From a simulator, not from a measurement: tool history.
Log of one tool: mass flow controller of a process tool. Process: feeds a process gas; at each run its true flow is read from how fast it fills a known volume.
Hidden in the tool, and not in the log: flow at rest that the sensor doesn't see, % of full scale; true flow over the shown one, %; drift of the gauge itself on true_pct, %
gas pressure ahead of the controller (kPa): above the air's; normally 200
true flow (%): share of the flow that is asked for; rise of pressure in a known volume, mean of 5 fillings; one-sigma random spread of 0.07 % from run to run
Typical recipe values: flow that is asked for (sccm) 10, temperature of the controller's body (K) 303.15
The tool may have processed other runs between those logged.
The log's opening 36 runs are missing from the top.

run,day,flow that is asked for (sccm),gas pressure ahead of the controller (kPa),temperature of the controller's body (K),hours of work since the controller was set to zero,hours of work since the controller was changed,true flow (%)
37,507.192,6,206,310.15,2439,2439,98.89
38,523.304,6,206,310.15,2693,2693,98.97
39,536.596,6,206,310.15,2902,2902,99.00
40,547.908,6,212,312.15,3081,3081,99.05
41,566.088,6,212,312.15,3367,3367,99.01
42,585.775,3,231,308.15,3677,3677,98.50
43,607.112,2,207,302.15,4013,4013,98.37
44,617.604,10,193,297.15,4179,4179,98.89
45,637.708,5,200,295.15,4495,4495,98.36
46,652.950,2,276,295.15,4736,4736,98.32
# day 670.812: controller's zero set anew
47,672.667,16,200,297.15,29,5046,99.57

4 options for the next run, each taken on its own from the tool as it stands now. Forecast them:
A,683.429,6,239,300.15,199,5216,?
B,683.429,10,200,310.15,199,5216,?
C,683.429,5,149,297.15,199,5216,?
D,683.429,4,184,304.15,199,5216,?

run,true flow (%)
A,98.84
B,99.46
C,98.45
D,98.63
Without the tool's unlogged condition, the same runs would have read:
run,true flow (%)
A,98.85
B,99.47
C,98.46
D,98.64

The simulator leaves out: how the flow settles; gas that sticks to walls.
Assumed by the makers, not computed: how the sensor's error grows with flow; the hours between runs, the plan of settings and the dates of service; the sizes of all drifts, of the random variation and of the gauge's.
